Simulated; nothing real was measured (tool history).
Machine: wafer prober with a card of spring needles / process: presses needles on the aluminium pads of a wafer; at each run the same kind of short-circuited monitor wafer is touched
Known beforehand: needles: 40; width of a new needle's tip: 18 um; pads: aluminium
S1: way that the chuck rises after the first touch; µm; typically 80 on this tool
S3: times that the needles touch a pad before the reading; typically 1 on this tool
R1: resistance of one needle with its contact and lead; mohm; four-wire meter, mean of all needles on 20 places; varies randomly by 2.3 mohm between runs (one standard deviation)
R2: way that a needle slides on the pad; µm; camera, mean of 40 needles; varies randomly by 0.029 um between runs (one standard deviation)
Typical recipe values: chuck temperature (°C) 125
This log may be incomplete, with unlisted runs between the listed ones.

{"run": 1, "hour": 0.0, "S1": 80, "chuck temperature (°C)": 125, "S3": 1, "R1": 259, "R2": 18.42}
{"hour": 23.1, "done": "tips cleaned on abrasive film"}
{"hour": 46.2, "done": "tips cleaned on abrasive film"}
{"run": 2, "hour": 51.6, "S1": 80, "chuck temperature (°C)": 125, "S3": 1, "R1": 265, "R2": 18.4}
{"hour": 66.5, "done": "tips cleaned on abrasive film"}
{"hour": 88.9, "done": "tips cleaned on abrasive film"}
{"run": 3, "hour": 88.9, "S1": 80, "chuck temperature (°C)": 125, "S3": 1, "R1": 260, "R2": 18.38}
{"hour": 112.2, "done": "tips cleaned on abrasive film"}
{"hour": 135.5, "done": "tips cleaned on abrasive film"}
{"run": 4, "hour": 145.0, "S1": 80, "chuck temperature (°C)": 125, "S3": 1, "R1": 273, "R2": 18.32}
{"hour": 159.8, "done": "tips cleaned on abrasive film"}
{"hour": 182.1, "done": "tips cleaned on abrasive film"}
{"run": 5, "hour": 193.7, "S1": 80, "chuck temperature (°C)": 125, "S3": 1, "R1": 271, "R2": 18.29}
{"hour": 202.7, "done": "tips cleaned on abrasive film"}
{"hour": 216.8, "done": "height of the first contact set anew"}
{"hour": 225.2, "done": "tips cleaned on abrasive film"}
{"hour": 248.2, "done": "tips cleaned on abrasive film"}
{"hour": 267.9, "done": "tips cleaned on abrasive film"}
{"run": 6, "hour": 275.7, "S1": 80, "chuck temperature (°C)": 66, "S3": 1, "R1": 254, "R2": 18.43}
{"hour": 288.3, "done": "tips cleaned on abrasive film"}
{"hour": 311.7, "done": "tips cleaned on abrasive film"}
{"run": 7, "hour": 324.4, "S1": 80, "chuck temperature (°C)": 66, "S3": 1, "R1": 260, "R2": 18.44}
{"hour": 334.4, "done": "tips cleaned on abrasive film"}
{"hour": 356.6, "done": "tips cleaned on abrasive film"}
{"hour": 380.3, "done": "tips cleaned on abrasive film"}
{"run": 8, "hour": 393.3, "S1": 80, "chuck temperature (°C)": 125, "S3": 1, "R1": 271, "R2": 18.32}
{"hour": 402.9, "done": "tips cleaned on abrasive film"}
{"hour": 426.3, "done": "tips cleaned on abrasive film"}
{"run": 9, "hour": 431.1, "S1": 80, "chuck temperature (°C)": 125, "S3": 1, "R1": 263, "R2": 18.28}
{"hour": 449.3, "done": "tips cleaned on abrasive film"}
{"hour": 472.7, "done": "tips cleaned on abrasive film"}
{"run": 10, "hour": 491.5, "S1": 80, "chuck temperature (°C)": 125, "S3": 1, "R1": 277, "R2": 18.25}
{"hour": 496.5, "done": "tips cleaned on abrasive film"}
{"hour": 515.0, "done": "height of the first contact set anew"}
{"hour": 520.1, "done": "tips cleaned on abrasive film"}
{"run": 11, "hour": 536.7, "S1": 80, "chuck temperature (°C)": 125, "S3": 2, "R1": 268, "R2": 18.46}
{"hour": 541.7, "done": "tips cleaned on abrasive film"}
{"hour": 564.9, "done": "tips cleaned on abrasive film"}
{"hour": 588.1, "done": "tips cleaned on abrasive film"}
{"run": 12, "hour": 591.2, "S1": 80, "chuck temperature (°C)": 125, "S3": 3, "R1": 263, "R2": 18.46}
{"hour": 610.5, "done": "tips cleaned on abrasive film"}
{"hour": 634.5, "done": "tips cleaned on abrasive film"}
{"run": 13, "hour": 643.5, "S1": 80, "chuck temperature (°C)": 125, "S3": 3, "R1": 264, "R2": 18.4}
{"hour": 657.9, "done": "tips cleaned on abrasive film"}
{"hour": 681.0, "done": "tips cleaned on abrasive film"}
{"run": 14, "hour": 690.5, "S1": 80, "chuck temperature (°C)": 125, "S3": 3, "R1": 261, "R2": 18.33}
{"hour": 705.3, "done": "tips cleaned on abrasive film"}
{"hour": 726.3, "done": "tips cleaned on abrasive film"}
{"run": 15, "hour": 726.3, "S1": 65, "chuck temperature (°C)": 58, "S3": 3, "R1": 244, "R2": 14.85}
{"hour": 747.9, "done": "tips cleaned on abrasive film"}
{"hour": 771.9, "done": "tips cleaned on abrasive film"}
{"run": 16, "hour": 789.7, "S1": 65, "chuck temperature (°C)": 58, "S3": 3, "R1": 256, "R2": 14.79}
{"hour": 794.7, "done": "tips cleaned on abrasive film"}
{"hour": 813.8, "done": "height of the first contact set anew"}
{"hour": 818.8, "done": "tips cleaned on abrasive film"}
{"hour": 839.8, "done": "tips cleaned on abrasive film"}
{"run": 17, "hour": 839.8, "S1": 74, "chuck temperature (°C)": 74, "S3": 1, "R1": 245, "R2": 17.04}
{"hour": 863.2, "done": "tips cleaned on abrasive film"}
{"hour": 885.1, "done": "tips cleaned on abrasive film"}
{"run": 18, "hour": 902.9, "S1": 82, "chuck temperature (°C)": 27, "S3": 3, "R1": 240, "R2": 18.9}
{"hour": 907.9, "done": "tips cleaned on abrasive film"}
{"hour": 929.9, "done": "tips cleaned on abrasive film"}
{"hour": 953.7, "done": "tips cleaned on abrasive film"}
{"run": 19, "hour": 961.5, "S1": 87, "chuck temperature (°C)": 60, "S3": 2, "R1": 246, "R2": 19.95}
{"hour": 975.3, "done": "tips cleaned on abrasive film"}
{"hour": 999.2, "done": "tips cleaned on abrasive film"}
{"hour": 1023.8, "done": "tips cleaned on abrasive film"}
{"run": 20, "hour": 1026.6, "S1": 63, "chuck temperature (°C)": 63, "S3": 3, "R1": 251, "R2": 14.38}
{"hour": 1044.5, "done": "tips cleaned on abrasive film"}
{"hour": 1067.8, "done": "tips cleaned on abrasive film"}
{"hour": 1088.6, "done": "tips cleaned on abrasive film"}
{"run": 21, "hour": 1088.6, "S1": 63, "chuck temperature (°C)": 88, "S3": 1, "R1": 256, "R2": 14.35}
{"hour": 1112.3, "done": "tips cleaned on abrasive film"}
{"hour": 1112.6, "done": "height of the first contact set anew"}
{"run": 22, "hour": 1129.5, "S1": 72, "chuck temperature (°C)": 33, "S3": 2, "R1": 250, "R2": 16.59}
{"hour": 1134.6, "done": "tips cleaned on abrasive film"}
{"hour": 1158.2, "done": "tips cleaned on abrasive film"}
{"run": 23, "hour": 1166.9, "S1": 90, "chuck temperature (°C)": 33, "S3": 2, "R1": 240, "R2": 20.73}

The next listed run, before its measurement:
{"hour": 1181.7, "done": "tips cleaned on abrasive film"}
{"hour": 1206.2, "done": "tips cleaned on abrasive film"}
{"hour": 1228.1, "done": "tips cleaned on abrasive film"}
{"run": 24, "hour": 1228.9, "S1": 84, "chuck temperature (°C)": 59, "S3": 1, "R1": "?", "R2": "?"}

{"run 24": {"R1": 244, "R2": 19.32}}
Take away the tool's hidden state, keep the run-to-run variation as it was, and the same run would have given R1 241 mohm, R2 19.40 µm.

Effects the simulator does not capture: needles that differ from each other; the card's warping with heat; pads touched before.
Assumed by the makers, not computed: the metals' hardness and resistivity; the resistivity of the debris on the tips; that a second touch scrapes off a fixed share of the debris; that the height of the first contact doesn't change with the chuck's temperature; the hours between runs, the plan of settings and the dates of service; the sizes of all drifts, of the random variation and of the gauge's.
